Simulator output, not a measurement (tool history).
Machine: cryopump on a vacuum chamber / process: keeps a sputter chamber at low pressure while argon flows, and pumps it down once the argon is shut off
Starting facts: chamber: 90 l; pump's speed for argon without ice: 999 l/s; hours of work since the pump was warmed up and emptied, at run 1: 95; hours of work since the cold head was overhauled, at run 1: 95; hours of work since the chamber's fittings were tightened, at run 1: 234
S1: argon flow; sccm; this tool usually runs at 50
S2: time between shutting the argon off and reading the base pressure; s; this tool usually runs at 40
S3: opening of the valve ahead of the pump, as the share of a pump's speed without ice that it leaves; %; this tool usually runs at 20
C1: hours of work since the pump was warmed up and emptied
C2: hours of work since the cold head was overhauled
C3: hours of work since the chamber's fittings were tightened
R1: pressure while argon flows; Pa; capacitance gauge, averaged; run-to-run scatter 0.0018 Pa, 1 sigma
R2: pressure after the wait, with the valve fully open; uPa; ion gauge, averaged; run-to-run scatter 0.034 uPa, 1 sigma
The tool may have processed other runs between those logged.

{"run": 1, "hour": 0.0, "S1": 50, "S2": 40, "S3": 20, "C1": 95, "C2": 95, "C3": 234, "R1": 0.429, "R2": 2.34}
{"run": 2, "hour": 26.5, "S1": 50, "S2": 40, "S3": 23, "C1": 114, "C2": 114, "C3": 253, "R1": 0.3714, "R2": 2.38}
{"run": 3, "hour": 54.9, "S1": 50, "S2": 40, "S3": 23, "C1": 135, "C2": 135, "C3": 274, "R1": 0.3719, "R2": 2.45}
{"run": 4, "hour": 86.2, "S1": 32, "S2": 40, "S3": 20, "C1": 158, "C2": 158, "C3": 297, "R1": 0.2746, "R2": 2.46}
{"run": 5, "hour": 122.2, "S1": 32, "S2": 40, "S3": 20, "C1": 185, "C2": 185, "C3": 324, "R1": 0.2732, "R2": 2.51}
{"run": 6, "hour": 146.4, "S1": 32, "S2": 40, "S3": 20, "C1": 202, "C2": 202, "C3": 341, "R1": 0.2764, "R2": 2.58}
{"run": 7, "hour": 177.9, "S1": 32, "S2": 40, "S3": 20, "C1": 226, "C2": 226, "C3": 365, "R1": 0.2758, "R2": 2.67}
{"run": 8, "hour": 207.6, "S1": 32, "S2": 40, "S3": 20, "C1": 248, "C2": 248, "C3": 387, "R1": 0.2776, "R2": 2.7}
{"run": 9, "hour": 233.1, "S1": 50, "S2": 40, "S3": 20, "C1": 266, "C2": 266, "C3": 405, "R1": 0.4316, "R2": 2.79}
{"run": 10, "hour": 257.9, "S1": 50, "S2": 74, "S3": 20, "C1": 285, "C2": 285, "C3": 424, "R1": 0.4319, "R2": 2.06}
{"run": 11, "hour": 290.2, "S1": 50, "S2": 74, "S3": 20, "C1": 308, "C2": 308, "C3": 447, "R1": 0.4333, "R2": 2.2}
{"run": 12, "hour": 309.4, "S1": 50, "S2": 74, "S3": 20, "C1": 322, "C2": 322, "C3": 462, "R1": 0.4333, "R2": 2.21}
{"run": 13, "hour": 341.8, "S1": 29, "S2": 114, "S3": 58, "C1": 346, "C2": 346, "C3": 485, "R1": 0.0935, "R2": 2.05}
{"run": 14, "hour": 366.9, "S1": 29, "S2": 225, "S3": 19, "C1": 365, "C2": 365, "C3": 504, "R1": 0.2666, "R2": 1.76}
{"run": 15, "hour": 397.1, "S1": 29, "S2": 225, "S3": 19, "C1": 387, "C2": 387, "C3": 526, "R1": 0.2695, "R2": 1.81}
{"run": 16, "hour": 414.4, "S1": 32, "S2": 87, "S3": 41, "C1": 400, "C2": 400, "C3": 539, "R1": 0.1427, "R2": 2.32}
{"run": 17, "hour": 443.8, "S1": 32, "S2": 252, "S3": 40, "C1": 421, "C2": 421, "C3": 561, "R1": 0.1465, "R2": 1.95}

Measured minus without-hidden-state, run by run (identical run-to-run variation in each term; gauge scatter may differ):
Hidden state at play: pump's speed, % of a pump's without ice; cold plate's temperature, K; leak into the chamber, uPa l/s; drift of the gauge itself on working_pa, %; drift of the gauge itself on base_upa, %.
run=1 R1=+0.0035 R2=+0.48
run=2 R1=+0.0041 R2=+0.53
run=3 R1=+0.0049 R2=+0.58
run=4 R1=+0.0038 R2=+0.63
run=5 R1=+0.0044 R2=+0.68
run=6 R1=+0.0048 R2=+0.73
run=7 R1=+0.0054 R2=+0.81
run=8 R1=+0.0060 R2=+0.86
run=9 R1=+0.0102 R2=+0.92
run=10 R1=+0.0109 R2=+0.94
run=11 R1=+0.0120 R2=+1.03
run=12 R1=+0.0126 R2=+1.07
run=13 R1=+0.0079 R2=+1.15
run=14 R1=+0.0084 R2=+1.17
run=15 R1=+0.0090 R2=+1.24
run=16 R1=+0.0102 R2=+1.32
run=17 R1=+0.0110 R2=+1.40
